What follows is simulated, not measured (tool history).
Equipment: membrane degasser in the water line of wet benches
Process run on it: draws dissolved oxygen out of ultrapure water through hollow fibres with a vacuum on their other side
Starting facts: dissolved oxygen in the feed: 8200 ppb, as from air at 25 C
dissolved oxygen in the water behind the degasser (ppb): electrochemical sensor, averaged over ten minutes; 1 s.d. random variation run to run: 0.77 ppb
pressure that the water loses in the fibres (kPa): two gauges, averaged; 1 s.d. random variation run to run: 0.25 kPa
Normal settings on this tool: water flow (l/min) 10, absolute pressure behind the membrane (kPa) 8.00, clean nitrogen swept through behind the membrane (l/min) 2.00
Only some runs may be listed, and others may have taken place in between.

run	hour	water flow (l/min)	absolute pressure behind the membrane (kPa)	clean nitrogen swept through behind the membrane (l/min)	dissolved oxygen in the water behind the degasser (ppb)	pressure that the water loses in the fibres (kPa)
1	0.0	10	8.00	2.00	77.6	68.18
2	180.0	10	5.02	2.00	39.1	68.43
3	321.9	10	5.02	2.00	39.5	68.89
4	416.9	10	5.02	2.00	39.6	68.04
5	609.7	10	8.00	2.00	75.9	68.85
6	764.2	10	8.00	2.00	76.3	68.88
7	957.5	10	7.37	2.00	69.8	68.21
8	1048.9	10	7.37	2.00	69.1	68.77
9	1202.1	10	16.51	2.00	181.4	68.65
10	1318.4	10	16.51	2.00	181.8	68.99
11	1404.4	10	16.51	2.00	182.1	68.86
12	1543.9	12	8.00	2.00	101.3	82.61
13	1727.1	12	8.00	4.86	62.1	82.39
14	1897.6	9	8.00	4.86	33.7	62.12
15	2020.5	12	8.00	2.00	102.6	83.03
16	2208.2	12	8.00	2.00	104.7	82.72
# hour 2292.9: vacuum gauge calibrated
17	2300.5	12	8.00	2.00	103.3	83.04
# hour 2446.2: seals of the vacuum lines changed
18	2453.3	12	8.00	2.00	100.4	82.76
19	2570.5	12	8.00	2.00	100.6	82.88
20	2649.4	12	8.00	2.00	99.9	83.12
21	2812.7	6	8.00	1.86	40.6	41.74
22	2996.5	6	8.00	1.86	40.5	41.24
23	3165.5	16	4.95	1.15	130.9	111.38
24	3333.3	16	4.95	1.15	130.7	111.21
25	3413.5	14	5.21	1.09	112.6	97.64
26	3553.4	14	5.21	1.09	112.1	97.25
27	3723.0	7	5.21	1.28	32.1	48.61
28	3911.2	6	5.91	2.57	18.6	41.90
29	4064.2	14	11.22	5.74	99.5	97.43

A few steps of dissolved oxygen in the water behind the degasser (ppb) between consecutive runs. Split each: what settings, incoming material and random variation would produce without the hidden state, and what is left over for the hidden state, along with gauge scatter present in only one of the two compared results (measured, and without hidden state):
What the log doesn't record here: membrane still open, %; true pressure behind the membrane over the reading, kPa; air that leaks in behind the membrane, l/min; drift of the gauge itself on oxygen_ppb, %; drift of the gauge itself on loss_of_pressure_kpa, %.
Run 8 -> 9: absolute pressure behind the membrane (kPa) 7.37 -> 16.51. dissolved oxygen in the water behind the degasser (ppb) +112.3: hidden state +4.1, all else +108.2.
Run 22 -> 23: water flow (l/min) 6 -> 16, absolute pressure behind the membrane (kPa) 8.00 -> 4.95, clean nitrogen swept through behind the membrane (l/min) 1.86 -> 1.15. dissolved oxygen in the water behind the degasser (ppb) +90.4: hidden state +13.0, all else +77.4.
Run 28 -> 29: water flow (l/min) 6 -> 14, absolute pressure behind the membrane (kPa) 5.91 -> 11.22, clean nitrogen swept through behind the membrane (l/min) 2.57 -> 5.74. dissolved oxygen in the water behind the degasser (ppb) +80.9: hidden state +9.8, all else +71.1.
